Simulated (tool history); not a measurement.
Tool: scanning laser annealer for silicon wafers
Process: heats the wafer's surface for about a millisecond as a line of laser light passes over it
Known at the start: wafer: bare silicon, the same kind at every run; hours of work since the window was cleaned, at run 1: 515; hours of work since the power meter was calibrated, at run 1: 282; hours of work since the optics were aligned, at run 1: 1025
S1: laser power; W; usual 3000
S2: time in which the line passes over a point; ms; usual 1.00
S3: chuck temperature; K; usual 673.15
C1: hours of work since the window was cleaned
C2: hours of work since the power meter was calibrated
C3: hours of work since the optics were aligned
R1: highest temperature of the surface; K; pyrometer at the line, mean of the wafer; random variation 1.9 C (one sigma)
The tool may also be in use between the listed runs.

{"run": 1, "hour": 0.0, "S1": 3000, "S2": 1.0, "S3": 673.15, "C1": 515, "C2": 282, "C3": 1025, "R1": 1469.15}
{"run": 2, "hour": 9.0, "S1": 2691, "S2": 1.0, "S3": 673.15, "C1": 522, "C2": 289, "C3": 1032, "R1": 1362.15}
{"run": 3, "hour": 13.8, "S1": 2691, "S2": 1.0, "S3": 635.15, "C1": 526, "C2": 293, "C3": 1036, "R1": 1321.15}
{"run": 4, "hour": 23.6, "S1": 2691, "S2": 1.0, "S3": 635.15, "C1": 534, "C2": 300, "C3": 1043, "R1": 1326.15}
{"run": 5, "hour": 30.5, "S1": 3000, "S2": 1.0, "S3": 673.15, "C1": 540, "C2": 306, "C3": 1049, "R1": 1469.15}
{"run": 6, "hour": 40.8, "S1": 3000, "S2": 1.0, "S3": 673.15, "C1": 548, "C2": 314, "C3": 1057, "R1": 1469.15}
{"run": 7, "hour": 49.7, "S1": 3000, "S2": 1.0, "S3": 673.15, "C1": 555, "C2": 321, "C3": 1064, "R1": 1467.15}
{"run": 8, "hour": 56.2, "S1": 3000, "S2": 1.0, "S3": 673.15, "C1": 560, "C2": 326, "C3": 1069, "R1": 1467.15}
{"run": 9, "hour": 64.0, "S1": 3000, "S2": 1.0, "S3": 673.15, "C1": 566, "C2": 332, "C3": 1075, "R1": 1465.15}
{"run": 10, "hour": 70.3, "S1": 3000, "S2": 1.0, "S3": 673.15, "C1": 571, "C2": 337, "C3": 1080, "R1": 1465.15}
{"run": 11, "hour": 80.6, "S1": 3000, "S2": 0.82, "S3": 673.15, "C1": 579, "C2": 345, "C3": 1088, "R1": 1376.15}
{"run": 12, "hour": 87.1, "S1": 3000, "S2": 1.0, "S3": 673.15, "C1": 584, "C2": 351, "C3": 1093, "R1": 1467.15}
{"run": 13, "hour": 93.5, "S1": 3000, "S2": 1.0, "S3": 673.15, "C1": 589, "C2": 356, "C3": 1099, "R1": 1461.15}
{"hour": 100.0, "done": "window over the wafer cleaned"}
{"run": 14, "hour": 101.0, "S1": 3000, "S2": 1.0, "S3": 673.15, "C1": 1, "C2": 360, "C3": 1103, "R1": 1453.15}
{"run": 15, "hour": 111.1, "S1": 3000, "S2": 1.0, "S3": 673.15, "C1": 9, "C2": 368, "C3": 1111, "R1": 1453.15}
{"run": 16, "hour": 120.4, "S1": 3000, "S2": 1.0, "S3": 673.15, "C1": 16, "C2": 375, "C3": 1118, "R1": 1452.15}
{"run": 17, "hour": 125.7, "S1": 3000, "S2": 1.0, "S3": 673.15, "C1": 20, "C2": 379, "C3": 1122, "R1": 1451.15}
{"run": 18, "hour": 131.6, "S1": 3000, "S2": 1.0, "S3": 642.15, "C1": 25, "C2": 384, "C3": 1127, "R1": 1425.15}
{"run": 19, "hour": 136.3, "S1": 3000, "S2": 1.0, "S3": 663.15, "C1": 29, "C2": 388, "C3": 1131, "R1": 1441.15}
{"run": 20, "hour": 142.5, "S1": 3000, "S2": 1.0, "S3": 673.15, "C1": 34, "C2": 393, "C3": 1136, "R1": 1452.15}
{"run": 21, "hour": 147.7, "S1": 3049, "S2": 0.73, "S3": 633.15, "C1": 38, "C2": 397, "C3": 1140, "R1": 1291.15}
{"run": 22, "hour": 157.0, "S1": 3049, "S2": 0.73, "S3": 633.15, "C1": 45, "C2": 404, "C3": 1147, "R1": 1292.15}
{"hour": 159.9, "done": "window over the wafer cleaned, once more"}
{"run": 23, "hour": 166.5, "S1": 2593, "S2": 1.0, "S3": 705.15, "C1": 5, "C2": 410, "C3": 1153, "R1": 1383.15}
{"run": 24, "hour": 175.7, "S1": 3123, "S2": 0.81, "S3": 673.15, "C1": 12, "C2": 417, "C3": 1160, "R1": 1441.15}
{"run": 25, "hour": 185.4, "S1": 3123, "S2": 0.81, "S3": 673.15, "C1": 20, "C2": 425, "C3": 1168, "R1": 1436.15}
{"run": 26, "hour": 192.3, "S1": 2723, "S2": 1.0, "S3": 672.15, "C1": 26, "C2": 431, "C3": 1173, "R1": 1389.15}
{"run": 27, "hour": 201.4, "S1": 2780, "S2": 0.8, "S3": 660.15, "C1": 33, "C2": 438, "C3": 1181, "R1": 1307.15}
{"run": 28, "hour": 206.6, "S1": 2780, "S2": 0.8, "S3": 660.15, "C1": 37, "C2": 442, "C3": 1185, "R1": 1308.15}
{"run": 29, "hour": 215.7, "S1": 3000, "S2": 0.98, "S3": 681.15, "C1": 44, "C2": 449, "C3": 1192, "R1": 1491.15}
{"run": 30, "hour": 222.3, "S1": 2738, "S2": 1.14, "S3": 657.15, "C1": 49, "C2": 454, "C3": 1197, "R1": 1439.15}
{"run": 31, "hour": 229.9, "S1": 2594, "S2": 0.82, "S3": 666.15, "C1": 55, "C2": 460, "C3": 1203, "R1": 1265.15}
{"run": 32, "hour": 237.2, "S1": 3095, "S2": 1.12, "S3": 701.15, "C1": 61, "C2": 466, "C3": 1209, "R1": 1612.15}
{"run": 33, "hour": 243.4, "S1": 2884, "S2": 0.78, "S3": 636.15, "C1": 66, "C2": 471, "C3": 1214, "R1": 1305.15}
{"run": 34, "hour": 252.8, "S1": 3226, "S2": 1.02, "S3": 698.15, "C1": 73, "C2": 478, "C3": 1221, "R1": 1611.15}
{"run": 35, "hour": 259.6, "S1": 2961, "S2": 0.85, "S3": 634.15, "C1": 79, "C2": 484, "C3": 1227, "R1": 1363.15}
{"run": 36, "hour": 266.9, "S1": 2961, "S2": 0.85, "S3": 634.15, "C1": 85, "C2": 490, "C3": 1232, "R1": 1361.15}
{"run": 37, "hour": 273.5, "S1": 3054, "S2": 1.06, "S3": 673.15, "C1": 90, "C2": 495, "C3": 1238, "R1": 1540.15}
{"hour": 281.8, "done": "optics aligned, line set to its width"}
{"run": 38, "hour": 285.6, "S1": 2895, "S2": 0.71, "S3": 641.15, "C1": 95, "C2": 500, "C3": 3, "R1": 1277.15}
{"run": 39, "hour": 294.7, "S1": 2843, "S2": 1.02, "S3": 703.15, "C1": 103, "C2": 508, "C3": 10, "R1": 1477.15}
{"run": 40, "hour": 302.2, "S1": 2805, "S2": 1.0, "S3": 673.15, "C1": 109, "C2": 513, "C3": 16, "R1": 1422.15}

How the hidden state differs across the entries between the runs, from the last listed run before each to the first after it:
Between runs 13 and 14: window over the wafer cleaned (hour 100.0)
  light that passes the window, % of a clean one's: 96.75 -> 95.71
  measured less the result without the state, R1: -43.00 -> -53.00 K
Between runs 22 and 23: window over the wafer cleaned, once more (hour 159.9)
  light that passes the window, % of a clean one's: 95.48 -> 99.53; width of the line over the set one, %: 1 -> 1.01
  measured less the result without the state, R1: -48.00 -> -10.00 K
Between runs 37 and 38: optics aligned, line set to its width (hour 281.8)
  light that passes the window, % of a clean one's: 99.07 -> 99.04; laser's true power over the reading, %: -0.1 -> -0.11; width of the line over the set one, %: 1.08 -> 0.21
  measured less the result without the state, R1: -19.00 -> -11.00 K
